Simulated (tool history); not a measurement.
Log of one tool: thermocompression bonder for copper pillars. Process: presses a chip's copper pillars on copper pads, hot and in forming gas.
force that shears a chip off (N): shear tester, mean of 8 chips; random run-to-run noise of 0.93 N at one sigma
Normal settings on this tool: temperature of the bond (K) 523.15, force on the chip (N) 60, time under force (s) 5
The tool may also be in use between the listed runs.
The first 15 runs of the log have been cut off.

run	hour	temperature of the bond (K)	force on the chip (N)	time under force (s)	hours of work since the heater was calibrated	hours of work since the force cell was calibrated	hours of work since the gas filter was changed	force that shears a chip off (N)
16	452.2	535.15	60	5	378	212	180	87.7
17	484.6	535.15	60	5	392	227	194	88.2
18	522.5	535.15	60	5	410	245	212	87.9
19	562.2	523.15	60	5	428	263	230	78.5
20	584.3	523.15	44	5	438	273	240	70.3
21	609.2	523.15	44	5	450	285	252	69.5
22	630.8	523.15	44	5	460	295	262	72.6
23	652.0	505.15	62	5	470	305	272	63.5
24	672.7	504.15	75	5	479	314	281	66.8
25	701.8	541.15	60	14	493	327	295	102.5
26	731.0	521.15	60	10	506	341	308	89.6
27	761.4	504.15	40	5	520	355	322	50.6
28	799.5	522.15	78	5	538	373	340	84.7
29	827.2	522.15	78	5	550	385	352	84.1
30	848.5	508.15	60	10	560	395	362	79.1
# hour 876.0: forming gas filter changed
31	886.0	508.15	60	10	577	412	5	79.9
32	919.0	498.15	49	6	593	427	20	53.5
33	954.4	498.15	49	6	609	444	36	53.4
34	992.3	504.15	36	3	626	461	54	39.9
35	1012.1	504.15	36	3	635	470	63	39.4
36	1039.8	504.15	36	3	648	483	76	40.4
37	1066.4	504.15	36	3	661	495	88	41.5
38	1091.7	523.15	62	13	672	507	99	94.3
39	1123.6	550.15	49	14	687	522	114	102.2
40	1160.5	549.15	65	14	704	539	131	105.0

Predict each of these 3 candidate next runs independently; none follows another, all start after run 40:
A	1193.6	531.15	65	14	719	554	146	?
B	1193.6	536.15	47	4	719	554	146	?
C	1193.6	511.15	62	4	719	554	146	?

run	force that shears a chip off (N)
A	100.3
B	79.1
C	64.2
Without the tool's unlogged condition, the same runs would have read:
run	force that shears a chip off (N)
A	100.7
B	79.4
C	64.4
